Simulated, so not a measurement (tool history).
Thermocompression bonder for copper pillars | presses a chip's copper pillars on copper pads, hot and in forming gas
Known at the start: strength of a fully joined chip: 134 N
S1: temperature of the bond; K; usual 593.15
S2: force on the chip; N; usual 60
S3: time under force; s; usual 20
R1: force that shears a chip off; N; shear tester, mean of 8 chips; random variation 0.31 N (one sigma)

run 1 hour=0 | S1=593.15 S2=60 S3=20 | R1=57
run 2 hour=47.5 | S1=593.15 S2=60 S3=20 | R1=56.8
run 3 hour=109.7 | S1=593.15 S2=60 S3=12 | R1=47.2
run 4 hour=155.9 | S1=593.15 S2=60 S3=59 | R1=82.1
run 5 hour=216.7 | S1=593.15 S2=60 S3=59 | R1=82.7
run 6 hour=269.4 | S1=593.15 S2=60 S3=59 | R1=82.8
run 7 hour=317.5 | S1=593.15 S2=60 S3=59 | R1=82.5
run 8 hour=364.1 | S1=593.15 S2=60 S3=20 | R1=57.2
run 9 hour=410.6 | S1=593.15 S2=45 S3=20 | R1=42.5
run 10 hour=451.6 | S1=593.15 S2=45 S3=20 | R1=42.4
run 11 hour=503.9 | S1=593.15 S2=45 S3=20 | R1=43
run 12 hour=536.8 | S1=593.15 S2=45 S3=20 | R1=42.7
run 13 hour=590.5 | S1=622.15 S2=87 S3=46 | R1=116.5
run 14 hour=617.5 | S1=597.15 S2=60 S3=20 | R1=61.4
run 15 hour=678.2 | S1=619.15 S2=78 S3=34 | R1=104.1
run 16 hour=729.9 | S1=568.15 S2=36 S3=52 | R1=37.3
run 17 hour=758 | S1=568.15 S2=36 S3=52 | R1=37.1

4 ways to go on from here, each from the tool as it stands after run 17. What would each give?
run A hour=801.2 | S1=602.15 S2=41 S3=11 | R1=?
run B hour=801.2 | S1=583.15 S2=36 S3=26 | R1=?
run C hour=801.2 | S1=568.15 S2=83 S3=28 | R1=?
run D hour=801.2 | S1=593.15 S2=65 S3=20 | R1=?

run=A R1=33.7
run=B R1=34.3
run=C R1=71.9
run=D R1=64.1
Without the tool's hidden state the same runs would have given:
run=A R1=30.2
run=B R1=30.7
run=C R1=66.1
run=D R1=58.8
